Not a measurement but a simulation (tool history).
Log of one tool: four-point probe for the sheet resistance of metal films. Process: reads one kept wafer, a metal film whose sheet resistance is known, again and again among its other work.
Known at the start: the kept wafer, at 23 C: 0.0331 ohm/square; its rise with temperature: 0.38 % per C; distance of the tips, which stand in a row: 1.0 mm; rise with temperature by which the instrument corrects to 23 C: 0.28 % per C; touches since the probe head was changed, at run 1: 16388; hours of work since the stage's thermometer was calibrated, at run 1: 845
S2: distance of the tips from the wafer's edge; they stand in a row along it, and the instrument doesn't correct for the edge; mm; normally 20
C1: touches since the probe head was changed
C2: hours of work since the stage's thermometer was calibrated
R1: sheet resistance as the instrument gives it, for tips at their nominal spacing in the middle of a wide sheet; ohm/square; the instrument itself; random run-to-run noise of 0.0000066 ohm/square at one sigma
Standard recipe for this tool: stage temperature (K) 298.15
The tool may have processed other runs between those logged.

Run 1, hour 0.0: usual settings; C1 16388; C2 845. Result: R1 0.033033 ohm/square.
Run 2, hour 25.6: usual settings; C1 16878; C2 861. Result: R1 0.033039 ohm/square.
Run 3, hour 46.7: usual settings; C1 17280; C2 875. Result: R1 0.033024 ohm/square.
Run 4, hour 64.6: usual settings; C1 17622; C2 886. Result: R1 0.033038 ohm/square.
Run 5, hour 92.5: usual settings; C1 18156; C2 904. Result: R1 0.033024 ohm/square.
Run 6, hour 117.0: usual settings but S2 50 mm; C1 18625; C2 919. Result: R1 0.032986 ohm/square.
Run 7, hour 143.5: usual settings but S2 50 mm; C1 19130; C2 936. Result: R1 0.032986 ohm/square.
Run 8, hour 183.2: usual settings but stage temperature (K) 299.15, S2 50 mm; C1 19889; C2 961. Result: R1 0.033027 ohm/square.
Run 9, hour 207.0: usual settings but stage temperature (K) 299.15, S2 50 mm; C1 20344; C2 976. Result: R1 0.033003 ohm/square.
Run 10, hour 240.1: usual settings but stage temperature (K) 299.15, S2 50 mm; C1 20976; C2 997. Result: R1 0.032995 ohm/square.
Run 11, hour 259.4: usual settings but stage temperature (K) 304.15, S2 50 mm; C1 21345; C2 1010. Result: R1 0.033175 ohm/square.
Run 12, hour 291.7: usual settings; C1 21962; C2 1030. Result: R1 0.033003 ohm/square.
Run 13, hour 330.6: usual settings; C1 22706; C2 1055. Result: R1 0.032994 ohm/square.
Run 14, hour 367.1: usual settings; C1 23403; C2 1078. Result: R1 0.032988 ohm/square.
Run 15, hour 394.3: usual settings; C1 23924; C2 1096. Result: R1 0.032991 ohm/square.
Run 16, hour 420.3: usual settings; C1 24420; C2 1112. Result: R1 0.032978 ohm/square.
Run 17, hour 457.5: usual settings but stage temperature (K) 296.15; C1 25132; C2 1136. Result: R1 0.032911 ohm/square.
Run 18, hour 478.4: usual settings but S2 46 mm; C1 25532; C2 1149. Result: R1 0.032944 ohm/square.
Run 19, hour 503.6: usual settings but S2 46 mm; C1 26012; C2 1165. Result: R1 0.032938 ohm/square.
Run 20, hour 537.3: usual settings; C1 26657; C2 1186. Result: R1 0.032963 ohm/square.
Run 21, hour 561.2: usual settings but stage temperature (K) 293.15; C1 27114; C2 1202. Result: R1 0.032803 ohm/square.
Run 22, hour 577.3: usual settings but stage temperature (K) 293.15; C1 27422; C2 1212. Result: R1 0.032792 ohm/square.
Run 23, hour 606.1: usual settings but stage temperature (K) 305.15, S2 61 mm; C1 27970; C2 1230. Result: R1 0.033158 ohm/square.
Run 24, hour 643.5: usual settings but stage temperature (K) 294.15, S2 8 mm; C1 28685; C2 1254. Result: R1 0.033060 ohm/square.
Run 25, hour 673.1: usual settings but stage temperature (K) 291.15, S2 30 mm; C1 29252; C2 1273. Result: R1 0.032683 ohm/square.
Run 26, hour 710.3: usual settings but stage temperature (K) 306.15, S2 40 mm; C1 29962; C2 1296. Result: R1 0.033199 ohm/square.
Run 27, hour 737.4: usual settings but stage temperature (K) 301.15, S2 9 mm; C1 30480; C2 1314. Result: R1 0.033209 ohm/square.
Run 28, hour 765.0: usual settings but stage temperature (K) 293.15, S2 6 mm; C1 31008; C2 1331. Result: R1 0.033210 ohm/square.
Run 29, hour 781.7: usual settings but stage temperature (K) 293.15, S2 6 mm; C1 31326; C2 1342. Result: R1 0.033211 ohm/square.
Run 30, hour 819.0: usual settings but stage temperature (K) 293.15, S2 6 mm; C1 32041; C2 1366. Result: R1 0.033202 ohm/square.
Run 31, hour 850.4: usual settings but stage temperature (K) 299.15, S2 16 mm; C1 32640; C2 1386. Result: R1 0.033003 ohm/square.
Run 32, hour 867.0: usual settings but stage temperature (K) 299.15, S2 16 mm; C1 32958; C2 1396. Result: R1 0.032999 ohm/square.
Run 33, hour 906.0: usual settings but stage temperature (K) 301.15, S2 53 mm; C1 33703; C2 1421. Result: R1 0.032989 ohm/square.
Run 34, hour 924.6: usual settings but stage temperature (K) 301.15, S2 53 mm; C1 34059; C2 1433. Result: R1 0.032992 ohm/square.
Run 35, hour 961.7: usual settings but stage temperature (K) 301.15, S2 53 mm; C1 34766; C2 1456. Result: R1 0.032990 ohm/square.
Run 36, hour 988.0: usual settings but stage temperature (K) 291.15, S2 18 mm; C1 35270; C2 1473. Result: R1 0.032665 ohm/square.
Run 37, hour 1013.1: usual settings but stage temperature (K) 292.15, S2 4 mm; C1 35749; C2 1489. Result: R1 0.033722 ohm/square.
Run 38, hour 1037.5: usual settings but stage temperature (K) 292.15, S2 4 mm; C1 36215; C2 1504. Result: R1 0.033720 ohm/square.
Run 39, hour 1077.0: usual settings but stage temperature (K) 297.15, S2 5 mm; C1 36971; C2 1530. Result: R1 0.033525 ohm/square.
Run 40, hour 1112.6: usual settings but S2 18 mm; C1 37650; C2 1552. Result: R1 0.032909 ohm/square.
Run 41, hour 1150.3: usual settings but S2 18 mm; C1 38372; C2 1576. Result: R1 0.032915 ohm/square.
Run 42, hour 1183.7: usual settings but stage temperature (K) 297.15, S2 5 mm; C1 39009; C2 1597. Result: R1 0.033504 ohm/square.
Run 43, hour 1219.0: usual settings but stage temperature (K) 291.15, S2 34 mm; C1 39684; C2 1620. Result: R1 0.032608 ohm/square.
Run 44, hour 1254.8: usual settings but stage temperature (K) 306.15, S2 41 mm; C1 40369; C2 1643. Result: R1 0.033131 ohm/square.

Some steps in R1, run to run, broken into two amounts with sign: the step expected even without the hidden condition (settings, incoming material, random variation), and the rest, left for the hidden condition together with whatever gauge scatter is not in both the measured and the hidden-condition-free result:
Unlogged tool condition in this case: inner tips' distance over the nominal, %; tips' flats over new ones', %; wafer's true temperature over the reading, C; drift of the gauge itself on sheet_ohm, %.
Run 25 -> 26: stage temperature (K) 291.15 -> 306.15, S2 30 -> 40. R1 +0.000516 ohm/square: hidden state -0.000007, all else +0.000523.
Run 36 -> 37: stage temperature (K) 291.15 -> 292.15, S2 18 -> 4. R1 +0.001057 ohm/square: hidden state -0.000012, all else +0.001069.
Run 39 -> 40: stage temperature (K) 297.15 -> 298.15, S2 5 -> 18. R1 -0.000616 ohm/square: hidden state +0.000001, all else -0.000617.
Run 41 -> 42: stage temperature (K) 298.15 -> 297.15, S2 18 -> 5. R1 +0.000589 ohm/square: hidden state -0.000010, all else +0.000599.
Run 42 -> 43: stage temperature (K) 297.15 -> 291.15, S2 5 -> 34. R1 -0.000896 ohm/square: hidden state +0.000004, all else -0.000900.

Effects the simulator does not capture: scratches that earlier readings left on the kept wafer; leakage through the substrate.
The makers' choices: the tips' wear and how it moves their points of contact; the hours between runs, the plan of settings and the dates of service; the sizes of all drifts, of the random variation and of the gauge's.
